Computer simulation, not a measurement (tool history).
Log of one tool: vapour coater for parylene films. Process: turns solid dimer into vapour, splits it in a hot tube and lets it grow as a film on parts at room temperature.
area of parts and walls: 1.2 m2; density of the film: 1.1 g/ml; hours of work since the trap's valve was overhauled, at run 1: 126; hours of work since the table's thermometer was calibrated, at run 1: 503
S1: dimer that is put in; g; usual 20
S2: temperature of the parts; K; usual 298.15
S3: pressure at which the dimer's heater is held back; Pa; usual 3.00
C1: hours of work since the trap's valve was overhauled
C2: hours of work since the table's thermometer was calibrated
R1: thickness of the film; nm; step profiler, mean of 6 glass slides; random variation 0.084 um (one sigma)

Run 1, day 0.000: usual settings; C1 126; C2 503. Result: R1 10140 nm.
Run 2, day 1.079: usual settings; C1 141; C2 517. Result: R1 10110 nm.
Run 3, day 2.550: usual settings but S2 292.15 K; C1 161; C2 537. Result: R1 13000 nm.
Run 4, day 3.658: usual settings but S2 292.15 K; C1 175; C2 552. Result: R1 12870 nm.
Run 5, day 5.142: usual settings but S2 292.15 K; C1 195; C2 572. Result: R1 12940 nm.
Run 6, day 5.871: usual settings but S1 24 g; C1 205; C2 582. Result: R1 11950 nm.
Run 7, day 6.979: usual settings but S1 24 g; C1 220; C2 596. Result: R1 12140 nm.
Run 8, day 7.933: usual settings but S1 10 g; C1 233; C2 609. Result: R1 5000 nm.
Run 9, day 8.988: usual settings but S1 10 g; C1 247; C2 623. Result: R1 4930 nm.
Run 10, day 10.433: usual settings; C1 266; C2 643. Result: R1 9830 nm.
Run 11, day 11.112: usual settings; C1 275; C2 652. Result: R1 10080 nm.
At day 11.921: trap's valve overhauled.
Run 12, day 12.075: usual settings but S1 26 g; C1 2; C2 662. Result: R1 13580 nm.
Run 13, day 13.525: usual settings but S1 26 g; C1 21; C2 682. Result: R1 13520 nm.
Run 14, day 14.283: usual settings but S1 26 g; C1 32; C2 692. Result: R1 13390 nm.
Run 15, day 15.604: usual settings but S1 26 g; C1 49; C2 710. Result: R1 13360 nm.
Run 16, day 16.225: usual settings but S1 26 g; C1 58; C2 718. Result: R1 13540 nm.
Run 17, day 17.146: usual settings but S1 26 g; C1 70; C2 730. Result: R1 13470 nm.
Run 18, day 17.996: usual settings but S1 26 g; C1 81; C2 742. Result: R1 13330 nm.
Run 19, day 19.146: usual settings but S1 26 g; C1 97; C2 757. Result: R1 13270 nm.
Run 20, day 20.425: usual settings but S2 291.15 K; C1 114; C2 774. Result: R1 13760 nm.
Run 21, day 21.858: usual settings; C1 133; C2 793. Result: R1 10150 nm.
Run 22, day 22.967: usual settings but S3 6.42 Pa; C1 148; C2 808. Result: R1 9200 nm.
Run 23, day 24.275: usual settings but S3 6.42 Pa; C1 165; C2 826. Result: R1 9170 nm.
Run 24, day 25.383: usual settings but S3 6.42 Pa; C1 180; C2 841. Result: R1 9090 nm.
Run 25, day 26.871: usual settings but S3 6.42 Pa; C1 200; C2 860. Result: R1 9050 nm.
Run 26, day 27.579: usual settings but S3 6.42 Pa; C1 210; C2 870. Result: R1 9060 nm.
Run 27, day 28.438: usual settings but S3 6.42 Pa; C1 221; C2 881. Result: R1 8930 nm.
Run 28, day 29.350: usual settings but S1 12 g, S2 294.15 K, S3 4.13 Pa; C1 233; C2 894. Result: R1 6700 nm.
Run 29, day 30.321: usual settings but S1 11 g, S2 293.15 K, S3 2.21 Pa; C1 246; C2 907. Result: R1 7160 nm.
Run 30, day 30.946: usual settings but S1 11 g, S2 293.15 K, S3 2.21 Pa; C1 255; C2 915. Result: R1 7180 nm.
Run 31, day 31.675: usual settings but S3 2.05 Pa; C1 264; C2 925. Result: R1 10430 nm.
At day 33.229: trap's valve overhauled.
Run 32, day 33.279: usual settings but S1 31 g, S3 2.36 Pa; C1 1; C2 944. Result: R1 16790 nm.
Run 33, day 34.188: usual settings but S1 31 g, S2 293.15 K, S3 4.24 Pa; C1 13; C2 956. Result: R1 19010 nm.
Run 34, day 35.304: usual settings but S1 36 g, S2 295.15 K, S3 2.06 Pa; C1 28; C2 971. Result: R1 22610 nm.
Run 35, day 35.925: usual settings but S1 21 g, S3 2.26 Pa; C1 36; C2 979. Result: R1 11400 nm.
Run 36, day 36.562: usual settings but S1 18 g, S2 308.15 K, S3 2.26 Pa; C1 45; C2 988. Result: R1 6440 nm.
Run 37, day 37.508: usual settings but S2 301.15 K, S3 3.70 Pa; C1 57; C2 1001. Result: R1 8780 nm.
Run 38, day 38.942: usual settings but S1 18 g, S2 301.15 K, S3 3.70 Pa; C1 76; C2 1020. Result: R1 8010 nm.
Run 39, day 39.917: usual settings but S1 29 g, S3 6.45 Pa; C1 90; C2 1033. Result: R1 13530 nm.
Run 40, day 40.917: usual settings but S1 16 g, S2 290.15 K, S3 5.04 Pa; C1 103; C2 1046. Result: R1 10690 nm.
Run 41, day 41.617: usual settings but S1 16 g, S3 8.93 Pa; C1 112; C2 1056. Result: R1 7040 nm.
Run 42, day 42.342: usual settings but S1 16 g, S3 8.93 Pa; C1 122; C2 1065. Result: R1 7010 nm.
Run 43, day 43.208: usual settings but S1 16 g, S3 8.93 Pa; C1 134; C2 1077. Result: R1 6990 nm.
Run 44, day 44.200: usual settings but S1 16 g, S3 8.93 Pa; C1 147; C2 1090. Result: R1 7140 nm.
Run 45, day 45.017: usual settings but S1 16 g, S3 11.34 Pa; C1 158; C2 1101. Result: R1 6870 nm.
Run 46, day 46.058: usual settings but S2 293.15 K, S3 3.34 Pa; C1 172; C2 1115. Result: R1 12540 nm.
Run 47, day 47.079: usual settings but S2 291.15 K, S3 9.45 Pa; C1 185; C2 1129. Result: R1 11700 nm.

The same runs without the tool's hidden state, with the same run-to-run variation:
The hidden state here: vapour lost through the trap's worn valve, %; true temperature of the parts over the reading, C; drift of the gauge itself on film_um, %.
run     R1
  1  10210
  2  10200
  3  13160
  4  13060
  5  13170
  6  12180
  7  12410
  8   5120
  9   5060
 10  10120
 11  10400
 12  13360
 13  13340
 14  13220
 15  13230
 16  13420
 17  13380
 18  13260
 19  13240
 20  13770
 21  10180
 22   9250
 23   9250
 24   9190
 25   9180
 26   9210
 27   9090
 28   6840
 29   7320
 30   7360
 31  10700
 32  16330
 33  18520
 34  22070
 35  11150
 36   6310
 37   8610
 38   7890
 39  13350
 40  10560
 41   6970
 42   6950
 43   6940
 44   7110
 45   6850
 46  12530
 47  11720

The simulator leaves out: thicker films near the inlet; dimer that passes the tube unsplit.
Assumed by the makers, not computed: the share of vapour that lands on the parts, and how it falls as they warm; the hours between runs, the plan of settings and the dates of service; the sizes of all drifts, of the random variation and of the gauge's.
